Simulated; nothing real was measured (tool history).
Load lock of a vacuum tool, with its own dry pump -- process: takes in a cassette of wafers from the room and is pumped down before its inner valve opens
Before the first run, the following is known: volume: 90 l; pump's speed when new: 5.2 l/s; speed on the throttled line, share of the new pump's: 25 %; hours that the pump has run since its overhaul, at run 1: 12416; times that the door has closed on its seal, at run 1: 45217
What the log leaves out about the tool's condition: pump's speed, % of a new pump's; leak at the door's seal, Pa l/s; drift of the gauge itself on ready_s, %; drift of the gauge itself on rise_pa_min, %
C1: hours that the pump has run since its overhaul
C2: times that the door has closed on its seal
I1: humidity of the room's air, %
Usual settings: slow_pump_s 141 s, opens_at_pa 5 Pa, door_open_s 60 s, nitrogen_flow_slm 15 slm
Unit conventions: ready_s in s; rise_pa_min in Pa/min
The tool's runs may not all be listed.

run 1 hour=0 | slow_pump_s=141 opens_at_pa=5 door_open_s=60 nitrogen_flow_slm=15 | C1=12416 C2=45217 | I1=45.6 | ready_s=282.3 rise_pa_min=0.024
run 2 hour=188.5 | slow_pump_s=141 opens_at_pa=5 door_open_s=60 nitrogen_flow_slm=15 | C1=12604 C2=45899 | I1=40.7 | ready_s=282.4 rise_pa_min=0.023
run 3 hour=359.6 | slow_pump_s=141 opens_at_pa=5 door_open_s=60 nitrogen_flow_slm=15 | C1=12775 C2=46518 | I1=44.1 | ready_s=278.2 rise_pa_min=0.023
run 4 hour=659.3 | slow_pump_s=141 opens_at_pa=5 door_open_s=60 nitrogen_flow_slm=15 | C1=13075 C2=47602 | I1=42.4 | ready_s=280.1 rise_pa_min=0.019
-- hour=970.5 dry pump taken out, an overhauled one fitted
run 5 hour=1053.1 | slow_pump_s=141 opens_at_pa=5 door_open_s=60 nitrogen_flow_slm=15 | C1=83 C2=49005 | I1=43 | ready_s=281.2 rise_pa_min=0.024
run 6 hour=1380.7 | slow_pump_s=141 opens_at_pa=5 door_open_s=60 nitrogen_flow_slm=15 | C1=410 C2=50189 | I1=47.5 | ready_s=279.4 rise_pa_min=0.025
run 7 hour=1571.4 | slow_pump_s=141 opens_at_pa=5 door_open_s=60 nitrogen_flow_slm=15 | C1=601 C2=50879 | I1=45.6 | ready_s=281.4 rise_pa_min=0.027
run 8 hour=1800.5 | slow_pump_s=141 opens_at_pa=5 door_open_s=60 nitrogen_flow_slm=15 | C1=830 C2=51708 | I1=45.1 | ready_s=278.9 rise_pa_min=0.021
run 9 hour=1994.5 | slow_pump_s=141 opens_at_pa=5 door_open_s=60 nitrogen_flow_slm=5 | C1=1024 C2=52409 | I1=44.6 | ready_s=282.5 rise_pa_min=0.035
run 10 hour=2201.7 | slow_pump_s=141 opens_at_pa=5 door_open_s=60 nitrogen_flow_slm=5 | C1=1231 C2=53159 | I1=43.1 | ready_s=280.1 rise_pa_min=0.036
run 11 hour=2423.2 | slow_pump_s=141 opens_at_pa=5 door_open_s=60 nitrogen_flow_slm=15 | C1=1453 C2=53960 | I1=44.4 | ready_s=278.2 rise_pa_min=0.021
run 12 hour=2764.6 | slow_pump_s=141 opens_at_pa=5 door_open_s=60 nitrogen_flow_slm=15 | C1=1794 C2=55194 | I1=44.9 | ready_s=281.3 rise_pa_min=0.021
run 13 hour=3164.8 | slow_pump_s=141 opens_at_pa=5 door_open_s=60 nitrogen_flow_slm=15 | C1=2194 C2=56642 | I1=45.8 | ready_s=280 rise_pa_min=0.02
run 14 hour=3511.7 | slow_pump_s=100 opens_at_pa=4 door_open_s=111 nitrogen_flow_slm=28 | C1=2541 C2=57896 | I1=45 | ready_s=255.9 rise_pa_min=0.026
run 15 hour=3714.8 | slow_pump_s=141 opens_at_pa=6 door_open_s=54 nitrogen_flow_slm=27 | C1=2744 C2=58631 | I1=43 | ready_s=278 rise_pa_min=0.011
run 16 hour=3972.8 | slow_pump_s=141 opens_at_pa=6 door_open_s=79 nitrogen_flow_slm=4 | C1=3002 C2=59564 | I1=46.4 | ready_s=276.9 rise_pa_min=0.047
run 17 hour=4368.5 | slow_pump_s=87 opens_at_pa=8 door_open_s=34 nitrogen_flow_slm=15 | C1=3398 C2=60995 | I1=44.1 | ready_s=230.6 rise_pa_min=0.019
run 18 hour=4715.1 | slow_pump_s=197 opens_at_pa=8 door_open_s=34 nitrogen_flow_slm=15 | C1=3745 C2=62249 | I1=42.8 | ready_s=312.4 rise_pa_min=0.018
run 19 hour=4932.9 | slow_pump_s=197 opens_at_pa=8 door_open_s=119 nitrogen_flow_slm=15 | C1=3962 C2=63037 | I1=43.6 | ready_s=311.7 rise_pa_min=0.039
run 20 hour=5133.7 | slow_pump_s=98 opens_at_pa=6 door_open_s=189 nitrogen_flow_slm=15 | C1=4163 C2=63763 | I1=45.4 | ready_s=244.7 rise_pa_min=0.06
run 21 hour=5319.6 | slow_pump_s=261 opens_at_pa=6 door_open_s=29 nitrogen_flow_slm=43 | C1=4349 C2=64435 | I1=44.3 | ready_s=364.8 rise_pa_min=0.006
run 22 hour=5545.4 | slow_pump_s=187 opens_at_pa=6 door_open_s=130 nitrogen_flow_slm=43 | C1=4575 C2=65252 | I1=45.3 | ready_s=312.2 rise_pa_min=0.018
run 23 hour=5764.5 | slow_pump_s=192 opens_at_pa=7 door_open_s=130 nitrogen_flow_slm=44 | C1=4794 C2=66044 | I1=40.6 | ready_s=315 rise_pa_min=0.02

How the hidden state differs across the entries between the runs, from the last listed run before each to the first after it:
Runs 4 to 5: dry pump taken out, an overhauled one fitted (hour 970.5)
  pump's speed, % of a new pump's: 99.9 -> 100; leak at the door's seal, Pa l/s: 0.0029 -> 0.003

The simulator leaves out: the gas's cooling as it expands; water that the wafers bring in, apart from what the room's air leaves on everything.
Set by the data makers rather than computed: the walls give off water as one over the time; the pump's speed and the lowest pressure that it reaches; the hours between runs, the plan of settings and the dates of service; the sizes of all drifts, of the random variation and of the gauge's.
